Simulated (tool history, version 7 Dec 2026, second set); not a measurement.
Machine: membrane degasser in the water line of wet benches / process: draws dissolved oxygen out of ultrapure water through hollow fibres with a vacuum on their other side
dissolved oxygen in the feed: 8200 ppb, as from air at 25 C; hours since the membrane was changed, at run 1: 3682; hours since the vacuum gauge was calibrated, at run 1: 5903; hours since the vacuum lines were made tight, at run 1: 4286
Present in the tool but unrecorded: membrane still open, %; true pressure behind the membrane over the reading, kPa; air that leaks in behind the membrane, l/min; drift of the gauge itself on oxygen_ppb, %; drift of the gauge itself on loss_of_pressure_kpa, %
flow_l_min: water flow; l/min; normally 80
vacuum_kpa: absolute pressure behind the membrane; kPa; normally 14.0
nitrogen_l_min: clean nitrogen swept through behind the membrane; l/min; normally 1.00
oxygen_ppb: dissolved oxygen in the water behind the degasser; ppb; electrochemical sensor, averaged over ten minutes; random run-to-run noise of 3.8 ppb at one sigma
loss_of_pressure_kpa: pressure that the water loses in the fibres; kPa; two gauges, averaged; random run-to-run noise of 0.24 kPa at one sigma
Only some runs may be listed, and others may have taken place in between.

run	hour	flow_l_min	vacuum_kpa	nitrogen_l_min	hours since the membrane was changed	hours since the vacuum gauge was calibrated	hours since the vacuum lines were made tight	oxygen_ppb	loss_of_pressure_kpa
1	0.0	80	14.0	1.00	3682	5903	4286	1328.8	64.13
2	257.6	80	14.0	1.00	3939	6161	4544	1327.3	64.59
# hour 330.9: vacuum gauge calibrated
3	510.6	80	14.0	1.00	4192	180	4796	1327.3	64.66
4	678.9	80	14.0	1.00	4360	348	4965	1331.3	64.34
5	939.5	80	14.0	1.00	4621	609	5225	1334.2	64.49
6	1181.7	73	14.0	1.00	4863	851	5467	1250.3	59.11
7	1370.2	73	14.0	1.00	5051	1039	5656	1252.2	58.86
8	1673.1	73	14.0	1.00	5354	1342	5959	1253.8	59.16
9	1966.2	80	34.2	1.00	5647	1635	6252	3027.1	65.09
10	2252.1	80	14.0	1.00	5933	1921	6538	1330.1	65.31
11	2575.1	80	14.0	1.00	6256	2244	6861	1321.7	65.09
12	2804.8	80	14.0	1.00	6486	2474	7091	1330.7	65.21
13	3089.5	80	14.0	1.00	6771	2759	7375	1333.7	65.07
14	3277.2	80	14.0	1.00	6958	2946	7563	1328.7	65.69
15	3538.6	80	14.0	1.00	7220	3208	7824	1337.8	65.63
16	3832.2	80	14.0	1.00	7513	3501	8118	1329.4	65.42
17	4004.3	80	14.0	1.00	7685	3673	8290	1330.0	65.93
18	4182.2	80	17.8	0.41	7863	3851	8468	2672.9	65.89
19	4362.7	91	12.3	1.00	8044	4032	8648	1250.0	74.56
20	4557.4	91	12.3	1.00	8238	4226	8843	1249.2	74.63
21	4779.5	83	22.1	1.00	8461	4449	9065	2142.2	68.21
22	4982.0	74	17.8	2.68	8663	4651	9268	837.5	60.84

Expected results for the next run?
# hour 5011.1: gauge calibrated
23	5143.1	52	10.0	2.45	8824	4812	9429	?	?

{"run 23": {"oxygen_ppb": 334.8, "loss_of_pressure_kpa": 41.6}}
With the hidden condition absent and the run-to-run variation left alone, this run would have shown oxygen_ppb 334.5 ppb, loss_of_pressure_kpa 41.54 kPa.
